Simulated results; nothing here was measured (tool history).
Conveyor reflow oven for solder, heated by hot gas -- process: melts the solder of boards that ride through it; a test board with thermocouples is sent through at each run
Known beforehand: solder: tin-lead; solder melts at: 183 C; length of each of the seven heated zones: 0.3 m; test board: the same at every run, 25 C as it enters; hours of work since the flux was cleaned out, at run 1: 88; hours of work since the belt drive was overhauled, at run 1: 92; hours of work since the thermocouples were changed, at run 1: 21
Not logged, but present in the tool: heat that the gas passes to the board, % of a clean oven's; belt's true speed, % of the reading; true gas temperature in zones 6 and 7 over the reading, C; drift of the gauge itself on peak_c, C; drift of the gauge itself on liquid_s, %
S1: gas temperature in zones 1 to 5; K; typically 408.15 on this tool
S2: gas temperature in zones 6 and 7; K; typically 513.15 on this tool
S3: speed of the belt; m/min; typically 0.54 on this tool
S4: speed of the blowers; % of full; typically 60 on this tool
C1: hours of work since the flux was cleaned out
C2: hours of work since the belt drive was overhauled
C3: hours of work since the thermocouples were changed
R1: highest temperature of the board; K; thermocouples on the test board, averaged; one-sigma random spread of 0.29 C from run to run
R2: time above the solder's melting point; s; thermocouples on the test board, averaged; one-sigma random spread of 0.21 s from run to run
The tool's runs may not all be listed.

run,day,S1,S2,S3,S4,C1,C2,C3,R1,R2
1,0,408.15,513.15,0.54,60,88,92,21,492.35,50.2
2,1.412,408.15,513.15,0.54,60,110,114,43,492.55,50.5
3,2.183,408.15,513.15,0.54,60,122,126,55,491.85,49.6
4,3.196,408.15,513.15,0.54,60,138,142,71,491.85,49.9
5,4.725,399.15,513.15,0.54,60,162,166,95,490.35,46
6,5.542,408.15,513.15,0.54,60,174,179,108,492.25,49.9
7,6.654,408.15,513.15,0.54,60,192,196,125,490.95,49.8
# day 6.996: flux residue cleaned out of gas plates and filters
8,7.946,408.15,513.15,0.54,60,15,213,142,491.75,49.5
9,8.846,408.15,513.15,0.54,60,29,227,156,490.95,49.2
10,9.629,408.15,513.15,0.54,60,41,240,168,491.35,49
11,11.079,408.15,513.15,0.617,60,64,262,191,485.25,38.8
12,12.408,408.15,513.15,0.617,60,85,283,212,485.55,38.4
13,13.512,396.15,510.15,0.54,60,102,300,229,485.75,41.8
14,14.821,396.15,510.15,0.54,60,123,321,250,485.75,41.6
# day 15.625: flux residue cleaned out of gas plates and filters, once more
15,16.058,408.15,510.15,0.488,50,7,337,266,490.35,54
16,16.892,395.15,517.15,0.488,50,20,350,279,493.45,53.1

4 ways to go on from here, each from the tool as it stands after run 16. What would each give?
A,17.912,417.15,513.15,0.54,60,36,366,295,?,?
B,17.912,407.15,513.15,0.473,60,36,366,295,?,?
C,17.912,407.15,517.15,0.488,52,36,366,295,?,?
D,17.912,412.15,502.15,0.575,60,36,366,295,?,?

run,R1,R2
A,493.75,54
B,496.05,60.8
C,496.85,58.3
D,482.05,39.7
Stripped of hidden state, with their random variation kept, the same runs would have yielded:
run,R1,R2
A,494.15,54
B,496.45,60.6
C,497.15,58.2
D,482.35,39.7

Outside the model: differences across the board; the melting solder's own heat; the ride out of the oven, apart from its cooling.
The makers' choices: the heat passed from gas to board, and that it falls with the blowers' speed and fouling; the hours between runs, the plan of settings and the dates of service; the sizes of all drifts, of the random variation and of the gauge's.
